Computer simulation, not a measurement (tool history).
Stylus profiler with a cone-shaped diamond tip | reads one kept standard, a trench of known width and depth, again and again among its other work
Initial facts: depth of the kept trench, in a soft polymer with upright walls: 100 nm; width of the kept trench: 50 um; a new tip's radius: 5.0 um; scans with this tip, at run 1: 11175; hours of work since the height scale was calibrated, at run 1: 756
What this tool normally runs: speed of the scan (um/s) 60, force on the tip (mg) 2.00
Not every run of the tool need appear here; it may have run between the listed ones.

run	day	speed of the scan (um/s)	force on the tip (mg)	scans with this tip	hours of work since the height scale was calibrated	depth of the trench (Å)	width of the trench's floor (um)
1	0.000	60	2.00	11175	756	1002.0	46.73
2	3.454	60	2.00	11870	803	1001.8	46.74
3	7.921	60	2.00	12768	864	1001.0	46.67
4	10.821	60	2.00	13351	903	1001.0	46.65
5	16.729	60	2.00	14539	984	1000.9	46.59
6	19.758	60	2.00	15148	1025	1000.5	46.47
7	23.271	60	2.46	15855	1073	1001.5	46.51
8	28.488	60	2.46	16904	1144	1001.1	46.50
9	32.633	60	2.46	17737	1200	1001.5	46.40
10	38.533	60	1.13	18924	1280	998.5	46.14
11	43.975	135	2.00	20018	1354	998.9	45.73
12	49.271	19	2.00	21084	1427	998.8	46.48
# day 50.475: new tip fitted, height scale calibrated
13	54.179	60	2.00	745	50	1004.8	47.59
14	56.946	60	2.00	1301	88	1004.8	47.54
15	59.850	60	2.00	1885	128	1004.5	47.48
16	65.204	60	2.00	2961	200	1004.1	47.39
17	67.662	34	2.00	3456	234	1004.7	47.53
18	71.933	34	2.00	4314	292	1003.8	47.43
# day 72.367: height scale calibrated on a step standard
19	77.146	60	2.00	5359	65	1003.1	47.15
# day 81.475: height scale calibrated on a step standard, once more
20	81.475	60	2.00	6225	0	1005.3	47.07
21	85.442	48	2.00	7023	54	1004.8	47.16
22	89.412	60	3.76	7822	108	1007.3	47.14
23	95.217	60	2.00	8988	187	1005.0	46.95
24	98.500	18	4.37	9649	232	1007.6	47.25
25	101.967	86	0.97	10346	279	1002.0	46.42
26	107.175	86	0.97	11393	350	1003.2	46.38
27	111.150	60	3.61	12193	404	1005.6	46.85
28	115.942	17	2.92	13156	469	1004.9	46.98
29	121.150	60	0.79	14203	540	1000.2	46.32
30	125.500	60	0.79	15079	599	1000.0	46.33
31	130.233	60	0.79	16030	663	1000.1	46.26
32	134.358	72	2.80	16860	720	1003.5	46.45
33	137.050	22	1.03	17401	756	1000.4	46.56
34	139.729	138	2.32	17940	793	1003.2	45.92
35	142.150	15	2.82	18426	826	1003.7	46.77
36	144.817	15	2.82	18963	862	1003.7	46.67
37	148.438	188	2.06	19691	911	1001.6	45.46
38	154.058	209	3.78	20821	988	1004.3	45.59
# day 156.488: new tip fitted, height scale calibrated
39	158.675	21	3.78	440	30	1007.1	47.85
40	163.175	98	5.38	1345	91	1009.5	47.43
41	168.200	22	1.60	2355	159	1004.0	47.66
42	173.833	22	1.60	3488	236	1003.6	47.53
43	179.404	178	1.68	4608	312	1003.0	46.34
44	183.362	43	1.70	5404	366	1004.0	47.27
45	186.008	43	1.35	5936	402	1002.2	47.18
46	189.217	63	4.53	6581	445	1007.0	47.24

How the hidden state differs across the entries between the runs, from the last listed run before each to the first after it:
Logged between run 12 and run 13: new tip fitted, height scale calibrated (day 50.475)
  radius of the tip, um: 14.24 -> 5.18; height scale over the true one, %: -0.603 -> -0.01
  measured result minus the result with no hidden state, depth of the trench (Å): -6.1 -> -0.1; width of the trench's floor (um): -1.38 -> -0.04
Logged between run 18 and run 19: height scale calibrated on a step standard (day 72.367)
  radius of the tip, um: 6.74 -> 7.17; height scale over the true one, %: -0.11 -> -0.177
  measured result minus the result with no hidden state, depth of the trench (Å): -1.1 -> -1.8; width of the trench's floor (um): -0.33 -> -0.40
Logged between run 19 and run 20: height scale calibrated on a step standard, once more (day 81.475)
  radius of the tip, um: 7.17 -> 7.54; height scale over the true one, %: -0.177 -> 0.045
  measured result minus the result with no hidden state, depth of the trench (Å): -1.8 -> +0.4; width of the trench's floor (um): -0.40 -> -0.46
Logged between run 38 and run 39: new tip fitted, height scale calibrated (day 156.488)
  radius of the tip, um: 13.97 -> 5.3; height scale over the true one, %: -0.37 -> 0.012
  measured result minus the result with no hidden state, depth of the trench (Å): -3.7 -> +0.1; width of the trench's floor (um): -1.35 -> -0.06

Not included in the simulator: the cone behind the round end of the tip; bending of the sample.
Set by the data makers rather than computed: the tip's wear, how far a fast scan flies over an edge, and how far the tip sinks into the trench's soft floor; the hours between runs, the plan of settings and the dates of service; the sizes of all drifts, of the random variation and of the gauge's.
